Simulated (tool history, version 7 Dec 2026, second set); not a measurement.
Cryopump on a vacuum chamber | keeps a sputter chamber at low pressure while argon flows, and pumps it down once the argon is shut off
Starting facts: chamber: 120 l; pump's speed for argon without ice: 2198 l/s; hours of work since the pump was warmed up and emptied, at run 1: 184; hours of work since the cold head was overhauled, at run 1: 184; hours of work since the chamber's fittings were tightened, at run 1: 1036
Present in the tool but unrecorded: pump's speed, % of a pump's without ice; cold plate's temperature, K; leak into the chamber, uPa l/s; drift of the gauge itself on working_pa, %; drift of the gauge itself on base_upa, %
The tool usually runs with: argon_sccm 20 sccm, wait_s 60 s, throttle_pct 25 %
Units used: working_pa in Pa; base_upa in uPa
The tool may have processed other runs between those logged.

run,hour,argon_sccm,wait_s,throttle_pct,hours of work since the pump was warmed up and emptied,hours of work since the cold head was overhauled,hours of work since the chamber's fittings were tightened,working_pa,base_upa
1,0,20,60,25,184,184,1036,0.0622,1.41
2,30.1,20,60,25,197,197,1049,0.0624,1.5
3,55.6,20,60,31,209,209,1060,0.05,1.41
4,82.7,20,60,31,221,221,1072,0.0505,1.47
5,115.1,11,60,25,235,235,1087,0.0343,1.5
6,144.6,20,60,25,248,248,1100,0.0623,1.51
7,160.1,34,60,25,255,255,1106,0.1058,1.49
8,176.8,34,60,25,262,262,1114,0.106,1.48
9,196.8,34,60,25,271,271,1123,0.1062,1.46
10,228,34,60,25,285,285,1136,0.106,1.49
11,255.1,34,60,25,297,297,1148,0.1066,1.49
12,272.3,29,60,25,304,304,1156,0.0903,1.52
13,292.2,29,60,25,313,313,1165,0.0905,1.52
14,320.8,20,81,25,326,326,1177,0.0624,1.33
15,347.7,20,31,25,337,337,1189,0.0625,2.36
16,361.6,27,31,40,344,344,1195,0.0529,2.27
17,381.4,20,41,23,352,352,1204,0.068,1.91
18,407,20,172,20,364,364,1215,0.078,1
19,424.6,20,172,20,371,371,1223,0.0779,1.07
20,450.1,20,31,26,383,383,1234,0.0606,2.32
21,468.2,20,31,26,391,391,1242,0.0605,2.31
22,482.5,20,31,49,397,397,1249,0.0326,2.35
23,502.6,13,21,40,406,406,1257,0.0255,3.2
24,530.4,29,21,15,418,418,1270,0.1504,3.14
25,563.3,15,60,24,433,433,1284,0.0491,1.61
26,591.8,20,21,15,445,445,1297,0.104,3.18
27,613.4,13,148,17,455,455,1306,0.0599,1.12
28,634.9,9,63,21,464,464,1316,0.0337,1.63
29,665.5,14,272,16,478,478,1329,0.0686,1.01

Consider 5 possible next runs. They are alternatives, not a sequence: every one starts from the tool as it was left by run 29. What does each give?
A,692.5,9,288,23,490,490,1341,?,?
B,692.5,30,110,34,490,490,1341,?,?
C,692.5,9,60,25,490,490,1341,?,?
D,692.5,19,154,25,490,490,1341,?,?
E,692.5,23,21,38,490,490,1341,?,?

run,working_pa,base_upa
A,0.0306,0.99
B,0.0702,1.26
C,0.0282,1.68
D,0.0599,1.12
E,0.0478,3.15
Had the tool no hidden state, the same runs would have come out as:
run,working_pa,base_upa
A,0.03,0.31
B,0.0679,0.57
C,0.0275,1
D,0.0585,0.45
E,0.0461,2.48
